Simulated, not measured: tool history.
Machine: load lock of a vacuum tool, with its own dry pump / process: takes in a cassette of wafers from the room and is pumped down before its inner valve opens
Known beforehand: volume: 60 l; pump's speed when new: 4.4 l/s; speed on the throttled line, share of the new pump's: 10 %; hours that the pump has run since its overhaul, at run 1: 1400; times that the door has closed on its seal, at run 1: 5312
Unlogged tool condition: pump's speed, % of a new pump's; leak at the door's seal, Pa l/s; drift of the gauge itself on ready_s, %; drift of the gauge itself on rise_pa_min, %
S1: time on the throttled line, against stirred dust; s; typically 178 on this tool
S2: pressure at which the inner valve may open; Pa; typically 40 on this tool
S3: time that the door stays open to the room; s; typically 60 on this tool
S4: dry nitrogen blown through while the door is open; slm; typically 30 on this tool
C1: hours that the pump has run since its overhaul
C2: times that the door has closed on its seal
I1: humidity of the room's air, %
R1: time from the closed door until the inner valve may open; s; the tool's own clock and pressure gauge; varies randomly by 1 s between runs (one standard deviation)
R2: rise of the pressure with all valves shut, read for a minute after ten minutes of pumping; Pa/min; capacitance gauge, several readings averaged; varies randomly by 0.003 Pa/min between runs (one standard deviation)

run 1 hour=0 | S1=178 S2=40 S3=60 S4=30 | C1=1400 C2=5312 | I1=46.3 | R1=269.7 R2=0.033
run 2 hour=125.5 | S1=178 S2=43 S3=60 S4=30 | C1=1526 C2=5788 | I1=49.1 | R1=270.7 R2=0.034
run 3 hour=248.8 | S1=178 S2=43 S3=60 S4=30 | C1=1649 C2=6256 | I1=44 | R1=267.9 R2=0.036
run 4 hour=384.4 | S1=178 S2=40 S3=60 S4=30 | C1=1785 C2=6770 | I1=45.9 | R1=267.4 R2=0.043
run 5 hour=552.7 | S1=178 S2=40 S3=30 S4=30 | C1=1953 C2=7408 | I1=43.5 | R1=267.9 R2=0.035
run 6 hour=645.6 | S1=178 S2=40 S3=30 S4=30 | C1=2046 C2=7761 | I1=46.4 | R1=269.9 R2=0.034
run 7 hour=743.2 | S1=178 S2=40 S3=60 S4=30 | C1=2143 C2=8131 | I1=45.4 | R1=270 R2=0.045
run 8 hour=862.3 | S1=178 S2=48 S3=60 S4=30 | C1=2262 C2=8583 | I1=50.2 | R1=268.2 R2=0.047
run 9 hour=987.5 | S1=178 S2=48 S3=60 S4=30 | C1=2388 C2=9058 | I1=44.8 | R1=268.3 R2=0.044
run 10 hour=1143.9 | S1=178 S2=48 S3=60 S4=30 | C1=2544 C2=9651 | I1=48.2 | R1=267.2 R2=0.05
run 11 hour=1252.5 | S1=178 S2=48 S3=60 S4=30 | C1=2653 C2=10063 | I1=42.3 | R1=269.8 R2=0.047
run 12 hour=1410.3 | S1=178 S2=40 S3=60 S4=30 | C1=2810 C2=10662 | I1=45.4 | R1=271 R2=0.052
run 13 hour=1586.4 | S1=178 S2=40 S3=60 S4=30 | C1=2987 C2=11329 | I1=46.5 | R1=271.7 R2=0.059
run 14 hour=1680.8 | S1=178 S2=40 S3=60 S4=30 | C1=3081 C2=11688 | I1=42.8 | R1=272.5 R2=0.059
run 15 hour=1769.8 | S1=178 S2=40 S3=60 S4=30 | C1=3170 C2=12025 | I1=45.2 | R1=270.3 R2=0.057
run 16 hour=1875.3 | S1=178 S2=40 S3=60 S4=30 | C1=3275 C2=12426 | I1=46.1 | R1=271.4 R2=0.061
run 17 hour=2042.4 | S1=178 S2=40 S3=60 S4=30 | C1=3443 C2=13059 | I1=42.1 | R1=273.7 R2=0.061
run 18 hour=2206.4 | S1=178 S2=40 S3=60 S4=30 | C1=3607 C2=13682 | I1=44.8 | R1=270.8 R2=0.063
run 19 hour=2326.4 | S1=178 S2=40 S3=60 S4=30 | C1=3727 C2=14137 | I1=43.7 | R1=273 R2=0.063
run 20 hour=2415.5 | S1=239 S2=40 S3=60 S4=11 | C1=3816 C2=14475 | I1=46.3 | R1=328.9 R2=0.084
run 21 hour=2585.4 | S1=178 S2=67 S3=31 S4=30 | C1=3986 C2=15119 | I1=44.3 | R1=266.5 R2=0.066
run 22 hour=2723.2 | S1=178 S2=67 S3=31 S4=30 | C1=4123 C2=15642 | I1=46 | R1=265.7 R2=0.072
run 23 hour=2804.8 | S1=178 S2=67 S3=31 S4=30 | C1=4205 C2=15951 | I1=46.9 | R1=266.3 R2=0.066
run 24 hour=2941.7 | S1=178 S2=67 S3=31 S4=30 | C1=4342 C2=16471 | I1=45.9 | R1=265.8 R2=0.072
run 25 hour=3070.9 | S1=303 S2=38 S3=157 S4=23 | C1=4471 C2=16961 | I1=45.9 | R1=385.9 R2=0.113
run 26 hour=3169 | S1=178 S2=40 S3=60 S4=7 | C1=4569 C2=17333 | I1=45.6 | R1=273.6 R2=0.102
run 27 hour=3348.2 | S1=178 S2=75 S3=119 S4=16 | C1=4748 C2=18013 | I1=42.6 | R1=264.2 R2=0.114
run 28 hour=3464.3 | S1=178 S2=28 S3=48 S4=16 | C1=4864 C2=18453 | I1=45.4 | R1=279.6 R2=0.095
run 29 hour=3562 | S1=178 S2=28 S3=48 S4=16 | C1=4962 C2=18824 | I1=42.4 | R1=279.7 R2=0.091
run 30 hour=3648 | S1=178 S2=28 S3=48 S4=16 | C1=5048 C2=19150 | I1=49.5 | R1=282.4 R2=0.102
run 31 hour=3771.7 | S1=171 S2=39 S3=60 S4=8 | C1=5172 C2=19619 | I1=47.9 | R1=267.9 R2=0.119
run 32 hour=3882 | S1=121 S2=40 S3=47 S4=30 | C1=5282 C2=20038 | I1=45.3 | R1=224.9 R2=0.095
run 33 hour=3966.4 | S1=295 S2=38 S3=116 S4=30 | C1=5367 C2=20358 | I1=44.2 | R1=381.9 R2=0.113
run 34 hour=4069.7 | S1=295 S2=38 S3=116 S4=30 | C1=5470 C2=20750 | I1=47.9 | R1=381.7 R2=0.116
run 35 hour=4215 | S1=146 S2=40 S3=41 S4=21 | C1=5615 C2=21301 | I1=45.8 | R1=248.9 R2=0.106
run 36 hour=4315.9 | S1=178 S2=40 S3=60 S4=7 | C1=5716 C2=21684 | I1=45.7 | R1=276.6 R2=0.133
run 37 hour=4402.8 | S1=178 S2=40 S3=60 S4=7 | C1=5803 C2=22013 | I1=43.3 | R1=275.2 R2=0.129

Each run again, without the hidden state but with its own random variation kept:
run=1 R1=268.7 R2=0.022
run=2 R1=269.5 R2=0.022
run=3 R1=266.5 R2=0.021
run=4 R1=265.7 R2=0.027
run=5 R1=266 R2=0.017
run=6 R1=267.8 R2=0.015
run=7 R1=267.7 R2=0.025
run=8 R1=265.7 R2=0.025
run=9 R1=265.6 R2=0.02
run=10 R1=264.3 R2=0.025
run=11 R1=266.7 R2=0.019
run=12 R1=267.5 R2=0.022
run=13 R1=267.8 R2=0.027
run=14 R1=268.5 R2=0.025
run=15 R1=266.1 R2=0.021
run=16 R1=267.1 R2=0.024
run=17 R1=269 R2=0.021
run=18 R1=265.9 R2=0.02
run=19 R1=267.8 R2=0.019
run=20 R1=323.9 R2=0.038
run=21 R1=261.3 R2=0.017
run=22 R1=260.3 R2=0.02
run=23 R1=260.7 R2=0.012
run=24 R1=260 R2=0.016
run=25 R1=380.2 R2=0.056
run=26 R1=266.8 R2=0.043
run=27 R1=257.8 R2=0.049
run=28 R1=271.9 R2=0.029
run=29 R1=271.9 R2=0.023
run=30 R1=274.3 R2=0.033
run=31 R1=259.9 R2=0.045
run=32 R1=216.3 R2=0.018
run=33 R1=374.7 R2=0.036
run=34 R1=374.3 R2=0.037
run=35 R1=239.7 R2=0.022
run=36 R1=267.6 R2=0.047
run=37 R1=266.1 R2=0.042
